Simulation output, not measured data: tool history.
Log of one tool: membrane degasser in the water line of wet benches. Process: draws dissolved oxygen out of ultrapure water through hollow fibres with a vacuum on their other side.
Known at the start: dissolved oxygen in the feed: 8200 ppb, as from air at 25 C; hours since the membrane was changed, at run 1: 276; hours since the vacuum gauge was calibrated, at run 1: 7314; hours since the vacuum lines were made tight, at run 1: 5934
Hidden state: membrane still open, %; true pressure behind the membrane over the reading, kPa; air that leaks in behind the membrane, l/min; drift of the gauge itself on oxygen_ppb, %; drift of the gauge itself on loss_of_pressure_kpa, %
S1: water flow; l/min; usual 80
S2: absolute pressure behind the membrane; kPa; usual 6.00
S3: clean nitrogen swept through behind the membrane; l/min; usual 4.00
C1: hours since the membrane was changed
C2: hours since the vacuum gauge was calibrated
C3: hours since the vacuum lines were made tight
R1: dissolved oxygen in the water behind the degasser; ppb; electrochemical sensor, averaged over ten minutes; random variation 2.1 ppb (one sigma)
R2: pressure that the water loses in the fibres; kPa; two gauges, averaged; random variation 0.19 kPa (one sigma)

run	day	S1	S2	S3	C1	C2	C3	R1	R2
1	0.000	80	6.00	4.00	276	7314	5934	206.0	41.18
2	1.046	80	6.00	4.00	301	7339	5959	211.6	40.75
3	2.762	80	6.00	4.00	342	7381	6000	211.5	40.84
4	4.525	80	6.00	4.00	384	7423	6043	207.2	40.89
5	5.796	70	6.00	4.00	415	7453	6073	162.2	35.75
6	7.562	80	4.70	4.00	457	7496	6115	151.0	41.06
7	9.208	65	6.00	4.00	497	7535	6155	143.6	33.04
8	10.967	80	6.00	4.00	539	7577	6197	209.7	40.92
9	12.025	56	6.00	4.00	564	7603	6223	113.3	28.69
10	13.775	56	6.00	4.00	606	7645	6265	113.3	28.35
11	15.446	56	5.57	4.00	646	7685	6305	97.7	28.68
12	17.775	56	5.57	4.00	702	7741	6361	99.2	28.59
13	19.638	56	5.57	4.00	747	7785	6405	99.7	28.38
14	20.767	56	5.57	4.00	774	7813	6432	99.0	28.40
15	22.683	80	6.00	4.00	820	7859	6478	209.1	40.38
16	23.821	80	6.00	4.46	847	7886	6506	198.2	40.41
17	25.771	80	6.00	4.46	894	7933	6553	196.4	40.78
18	27.221	80	6.00	4.46	929	7967	6587	195.5	40.50
# day 28.554: vacuum gauge calibrated
19	29.225	80	6.00	4.62	976	16	6635	191.8	40.45
20	30.562	107	6.00	4.69	1009	48	6667	338.8	54.14
21	31.783	80	11.02	4.00	1038	77	6696	417.0	40.67
22	33.733	80	11.02	4.00	1085	124	6743	413.5	40.55
23	35.658	118	7.74	4.00	1131	170	6789	519.3	59.65
24	37.246	79	6.66	3.08	1169	209	6827	265.0	40.30
25	39.417	79	7.43	3.90	1221	261	6880	264.5	39.92
26	41.296	102	7.43	4.29	1266	306	6925	385.9	51.30
27	43.454	102	7.43	4.29	1318	358	6976	386.3	51.47
28	44.692	118	10.63	3.56	1348	387	7006	741.6	59.74
29	46.662	118	4.36	9.00	1395	435	7053	292.3	59.65
30	48.329	61	5.24	4.18	1435	475	7093	100.2	30.56
31	49.942	61	5.24	4.18	1474	513	7132	100.5	30.96
32	51.342	104	12.21	5.81	1507	547	7166	518.4	52.44
33	53.271	80	10.25	8.84	1554	593	7212	233.1	40.21

Some steps in R2 between neighbouring runs. How much of each would the tool show without its hidden state too (settings, what came in, random variation), and how much is left for the hidden state, with any gauge scatter that isn't in both results?
Run 22 -> 23: S1 80 -> 118, S2 11.02 -> 7.74. R2 +19.10 kPa: hidden state -0.28, all else +19.38.
Run 23 -> 24: S1 118 -> 79, S2 7.74 -> 6.66, S3 4.00 -> 3.08. R2 -19.35 kPa: hidden state +0.23, all else -19.58.
Run 29 -> 30: S1 118 -> 61, S2 4.36 -> 5.24, S3 9.00 -> 4.18. R2 -29.09 kPa: hidden state +0.48, all else -29.57.
Run 31 -> 32: S1 61 -> 104, S2 5.24 -> 12.21, S3 4.18 -> 5.81. R2 +21.48 kPa: hidden state -0.42, all else +21.90.
